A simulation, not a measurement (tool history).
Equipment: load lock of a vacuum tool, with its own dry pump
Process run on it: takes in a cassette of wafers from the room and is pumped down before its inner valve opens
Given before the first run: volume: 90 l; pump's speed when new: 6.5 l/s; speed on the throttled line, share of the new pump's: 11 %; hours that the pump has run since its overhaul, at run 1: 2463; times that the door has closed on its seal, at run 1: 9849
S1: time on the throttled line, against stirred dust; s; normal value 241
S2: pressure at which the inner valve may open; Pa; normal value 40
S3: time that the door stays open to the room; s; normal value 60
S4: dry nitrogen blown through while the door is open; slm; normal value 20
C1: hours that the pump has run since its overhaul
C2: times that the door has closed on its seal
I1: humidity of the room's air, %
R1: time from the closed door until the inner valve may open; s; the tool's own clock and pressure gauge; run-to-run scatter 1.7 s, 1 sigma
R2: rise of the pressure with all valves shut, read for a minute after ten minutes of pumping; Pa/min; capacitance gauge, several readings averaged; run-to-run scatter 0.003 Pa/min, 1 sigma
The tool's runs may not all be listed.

run	day	S1	S2	S3	S4	C1	C2	I1	R1	R2
1	0.000	241	40	60	20	2463	9849	43.4	326.0	0.033
2	7.929	241	40	60	20	2654	10136	45.2	326.4	0.036
3	14.096	241	40	60	12	2802	10358	46.8	326.6	0.032
4	21.125	241	30	60	12	2970	10612	45.5	329.8	0.039
5	30.075	241	40	60	20	3185	10935	43.9	328.7	0.032
6	40.550	241	40	60	19	3437	11314	44.3	326.5	0.029
7	47.767	241	40	60	19	3610	11574	43.6	324.9	0.035
8	53.704	241	38	60	19	3752	11789	42.8	326.8	0.034
9	63.042	241	38	60	19	3976	12126	46.8	326.9	0.037
10	71.317	241	38	60	19	4175	12425	45.7	328.7	0.040
11	81.171	241	40	60	20	4411	12781	46.5	328.1	0.038
12	86.246	241	40	60	20	4533	12964	50.2	325.1	0.039
13	97.558	241	40	60	20	4805	13372	50.0	329.4	0.042
14	102.925	241	44	60	20	4934	13566	49.5	329.6	0.043
15	113.938	241	40	90	20	5198	13964	40.4	329.7	0.044
16	118.712	241	40	60	23	5313	14136	42.3	330.5	0.041
17	127.683	241	40	60	20	5528	14460	44.7	330.2	0.048
18	135.612	241	40	60	20	5718	14747	48.9	329.2	0.051
19	146.758	241	40	60	20	5986	15149	46.0	325.9	0.049
20	154.192	438	49	70	32	6164	15418	44.3	501.5	0.041
21	165.533	438	49	70	32	6436	15827	43.2	496.3	0.045
22	172.592	438	68	70	32	6606	16082	47.0	494.5	0.045
23	183.729	241	28	34	20	6873	16484	44.4	335.7	0.046
24	191.117	241	40	128	20	7050	16751	44.3	330.5	0.055
25	199.604	431	40	48	11	7254	17057	44.4	498.3	0.056
26	206.321	431	40	48	11	7415	17300	44.9	495.7	0.057
27	218.104	431	40	48	11	7698	17726	43.9	501.1	0.054
28	226.200	431	40	48	8	7892	18018	44.6	501.4	0.056
29	234.146	325	40	60	10	8083	18305	46.1	405.2	0.062
30	244.238	291	67	122	31	8325	18669	46.9	366.4	0.056
31	254.496	241	75	60	20	8571	19040	44.3	322.0	0.058
32	259.838	180	62	97	4	8700	19233	48.4	268.9	0.075
33	266.825	241	34	60	24	8867	19485	47.9	333.1	0.061
34	272.758	241	34	60	24	9010	19699	45.9	334.0	0.053
35	278.383	241	34	60	24	9145	19902	45.1	334.8	0.060

Per-run results on a tool with no hidden state, each run keeping its own random variation:
Unlogged tool condition in this case: pump's speed, % of a new pump's; leak at the door's seal, Pa l/s; drift of the gauge itself on ready_s, %; drift of the gauge itself on rise_pa_min, %.
run	R1	R2
1	322.9	0.016
2	323.1	0.018
3	323.3	0.014
4	326.2	0.020
5	325.1	0.013
6	322.7	0.008
7	321.0	0.014
8	322.7	0.012
9	322.7	0.015
10	324.2	0.016
11	323.5	0.014
12	320.5	0.014
13	324.6	0.016
14	324.7	0.017
15	324.5	0.016
16	325.3	0.013
17	324.8	0.019
18	323.7	0.021
19	320.3	0.018
20	497.3	0.010
21	492.1	0.012
22	490.5	0.011
23	328.9	0.011
24	323.9	0.020
25	493.3	0.019
26	490.6	0.020
27	495.8	0.016
28	496.0	0.017
29	398.7	0.021
30	360.1	0.015
31	315.2	0.015
32	261.2	0.031
33	325.0	0.016
34	325.8	0.008
35	326.4	0.013
